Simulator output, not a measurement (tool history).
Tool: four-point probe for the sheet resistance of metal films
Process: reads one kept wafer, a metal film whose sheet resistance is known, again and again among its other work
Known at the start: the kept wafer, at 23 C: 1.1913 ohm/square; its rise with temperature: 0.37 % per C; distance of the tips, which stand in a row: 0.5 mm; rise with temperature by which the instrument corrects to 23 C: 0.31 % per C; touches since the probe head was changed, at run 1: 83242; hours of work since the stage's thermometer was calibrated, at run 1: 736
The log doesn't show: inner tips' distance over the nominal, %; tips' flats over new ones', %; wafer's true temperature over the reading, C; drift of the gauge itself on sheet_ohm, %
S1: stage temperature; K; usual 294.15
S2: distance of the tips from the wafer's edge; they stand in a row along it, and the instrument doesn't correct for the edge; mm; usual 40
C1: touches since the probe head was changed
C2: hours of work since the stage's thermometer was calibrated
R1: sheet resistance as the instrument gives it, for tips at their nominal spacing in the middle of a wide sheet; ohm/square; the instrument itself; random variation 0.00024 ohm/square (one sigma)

Run 1, hour 0.0: usual settings; C1 83242; C2 736. Result: R1 1.199246 ohm/square.
Run 2, hour 45.1: usual settings but S2 8 mm; C1 85224; C2 760. Result: R1 1.201678 ohm/square.
Run 3, hour 98.4: usual settings; C1 87564; C2 787. Result: R1 1.199437 ohm/square.
Run 4, hour 160.4: usual settings but S2 18 mm; C1 90286; C2 818. Result: R1 1.200596 ohm/square.
Run 5, hour 199.9: usual settings but S2 18 mm; C1 92020; C2 838. Result: R1 1.200208 ohm/square.
Run 6, hour 243.0: usual settings but S2 18 mm; C1 93911; C2 860. Result: R1 1.200575 ohm/square.
Run 7, hour 282.9: usual settings; C1 95665; C2 881. Result: R1 1.200682 ohm/square.
Run 8, hour 341.4: usual settings but S1 303.15 K; C1 98232; C2 911. Result: R1 1.206974 ohm/square.
Run 9, hour 426.1: usual settings; C1 101949; C2 954. Result: R1 1.200737 ohm/square.
Run 10, hour 468.2: usual settings; C1 103799; C2 975. Result: R1 1.200782 ohm/square.
Run 11, hour 516.2: usual settings; C1 105904; C2 1000. Result: R1 1.200900 ohm/square.
Run 12, hour 574.2: usual settings; C1 108451; C2 1029. Result: R1 1.200948 ohm/square.
At hour 635.0: new probe head fitted.
Run 13, hour 654.2: usual settings but S1 295.15 K, S2 13 mm; C1 843; C2 1070. Result: R1 1.188833 ohm/square.
Run 14, hour 706.6: usual settings but S2 5 mm; C1 3144; C2 1096. Result: R1 1.193775 ohm/square.
Run 15, hour 780.9: usual settings but S1 293.15 K, S2 49 mm; C1 6407; C2 1134. Result: R1 1.187244 ohm/square.
Run 16, hour 836.9: usual settings but S1 293.15 K, S2 49 mm; C1 8866; C2 1163. Result: R1 1.186805 ohm/square.
Run 17, hour 878.9: usual settings but S1 293.15 K, S2 49 mm; C1 10710; C2 1184. Result: R1 1.187433 ohm/square.
Run 18, hour 924.1: usual settings but S1 306.15 K, S2 43 mm; C1 12694; C2 1207. Result: R1 1.197057 ohm/square.
Run 19, hour 999.4: usual settings but S1 302.15 K, S2 4 mm; C1 15999; C2 1246. Result: R1 1.203905 ohm/square.

The next listed run, before its measurement:
Run 20, hour 1042.5: usual settings but S1 299.15 K, S2 57 mm; C1 17892; C2 1268. Result: R1 ?.

{"run 20": {"R1": 1.19229}}
Without the tool's hidden state the same run would have given R1 1.193663 ohm/square.
